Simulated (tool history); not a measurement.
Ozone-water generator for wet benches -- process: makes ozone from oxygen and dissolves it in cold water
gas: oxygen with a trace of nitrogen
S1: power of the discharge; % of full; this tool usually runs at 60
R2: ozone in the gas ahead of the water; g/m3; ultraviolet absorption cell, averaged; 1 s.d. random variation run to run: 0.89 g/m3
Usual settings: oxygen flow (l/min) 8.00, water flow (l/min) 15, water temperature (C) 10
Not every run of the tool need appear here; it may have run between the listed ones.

run 1 hour=0.0 | S1=60 oxygen_flow_(l/min)=8.00 water_flow_(l/min)=15 water_temperature_(C)=10 | dissolved_ozone_(ppm)=15.8 R2=132.3
run 2 hour=115.9 | S1=60 oxygen_flow_(l/min)=8.00 water_flow_(l/min)=15 water_temperature_(C)=10 | dissolved_ozone_(ppm)=15.8 R2=130.1
run 3 hour=191.3 | S1=60 oxygen_flow_(l/min)=8.00 water_flow_(l/min)=15 water_temperature_(C)=6 | dissolved_ozone_(ppm)=17.0 R2=131.2
-- hour=237.9 contactor cleaned
run 4 hour=280.4 | S1=60 oxygen_flow_(l/min)=6.08 water_flow_(l/min)=15 water_temperature_(C)=10 | dissolved_ozone_(ppm)=17.6 R2=155.2
run 5 hour=392.6 | S1=60 oxygen_flow_(l/min)=6.08 water_flow_(l/min)=15 water_temperature_(C)=10 | dissolved_ozone_(ppm)=17.2 R2=155.8
run 6 hour=482.2 | S1=60 oxygen_flow_(l/min)=6.08 water_flow_(l/min)=15 water_temperature_(C)=10 | dissolved_ozone_(ppm)=17.4 R2=156.0
run 7 hour=577.8 | S1=60 oxygen_flow_(l/min)=6.08 water_flow_(l/min)=15 water_temperature_(C)=10 | dissolved_ozone_(ppm)=17.5 R2=155.0
run 8 hour=696.7 | S1=60 oxygen_flow_(l/min)=8.00 water_flow_(l/min)=11 water_temperature_(C)=10 | dissolved_ozone_(ppm)=20.8 R2=129.6
run 9 hour=802.7 | S1=60 oxygen_flow_(l/min)=8.00 water_flow_(l/min)=15 water_temperature_(C)=10 | dissolved_ozone_(ppm)=16.4 R2=128.2
run 10 hour=886.0 | S1=60 oxygen_flow_(l/min)=8.00 water_flow_(l/min)=15 water_temperature_(C)=10 | dissolved_ozone_(ppm)=16.4 R2=128.0
run 11 hour=938.3 | S1=60 oxygen_flow_(l/min)=8.00 water_flow_(l/min)=15 water_temperature_(C)=10 | dissolved_ozone_(ppm)=16.3 R2=129.4
run 12 hour=1057.4 | S1=60 oxygen_flow_(l/min)=8.00 water_flow_(l/min)=15 water_temperature_(C)=10 | dissolved_ozone_(ppm)=16.4 R2=125.7
run 13 hour=1153.7 | S1=97 oxygen_flow_(l/min)=4.49 water_flow_(l/min)=11 water_temperature_(C)=8 | dissolved_ozone_(ppm)=33.9 R2=262.4
run 14 hour=1263.9 | S1=49 oxygen_flow_(l/min)=4.46 water_flow_(l/min)=13 water_temperature_(C)=12 | dissolved_ozone_(ppm)=16.5 R2=156.8
run 15 hour=1375.5 | S1=61 oxygen_flow_(l/min)=8.00 water_flow_(l/min)=15 water_temperature_(C)=10 | dissolved_ozone_(ppm)=15.9 R2=128.3
run 16 hour=1500.4 | S1=62 oxygen_flow_(l/min)=9.28 water_flow_(l/min)=14 water_temperature_(C)=7 | dissolved_ozone_(ppm)=17.6 R2=117.1
run 17 hour=1619.9 | S1=45 oxygen_flow_(l/min)=8.00 water_flow_(l/min)=15 water_temperature_(C)=17 | dissolved_ozone_(ppm)=11.0 R2=101.4
run 18 hour=1738.3 | S1=45 oxygen_flow_(l/min)=8.00 water_flow_(l/min)=15 water_temperature_(C)=17 | dissolved_ozone_(ppm)=11.1 R2=101.3
run 19 hour=1795.8 | S1=45 oxygen_flow_(l/min)=8.00 water_flow_(l/min)=15 water_temperature_(C)=17 | dissolved_ozone_(ppm)=10.8 R2=101.2
run 20 hour=1869.0 | S1=45 oxygen_flow_(l/min)=8.00 water_flow_(l/min)=15 water_temperature_(C)=17 | dissolved_ozone_(ppm)=10.8 R2=99.9
run 21 hour=1979.2 | S1=55 oxygen_flow_(l/min)=4.83 water_flow_(l/min)=15 water_temperature_(C)=17 | dissolved_ozone_(ppm)=13.7 R2=159.2

What if the next run were any one of these 3? Each begins from the tool's condition after run 21:
run A hour=2085.2 | S1=65 oxygen_flow_(l/min)=8.81 water_flow_(l/min)=15 water_temperature_(C)=10 | dissolved_ozone_(ppm)=? R2=?
run B hour=2085.2 | S1=45 oxygen_flow_(l/min)=4.83 water_flow_(l/min)=15 water_temperature_(C)=5 | dissolved_ozone_(ppm)=? R2=?
run C hour=2085.2 | S1=42 oxygen_flow_(l/min)=8.00 water_flow_(l/min)=16 water_temperature_(C)=6 | dissolved_ozone_(ppm)=? R2=?

run=A dissolved_ozone_(ppm)=15.9 R2=122.5
run=B dissolved_ozone_(ppm)=14.2 R2=135.1
run=C dissolved_ozone_(ppm)=11.9 R2=94.2
What these runs would have given with no unlogged condition in the tool:
run=A dissolved_ozone_(ppm)=20.1 R2=148.5
run=B dissolved_ozone_(ppm)=16.8 R2=154.3
run=C dissolved_ozone_(ppm)=14.0 R2=106.4
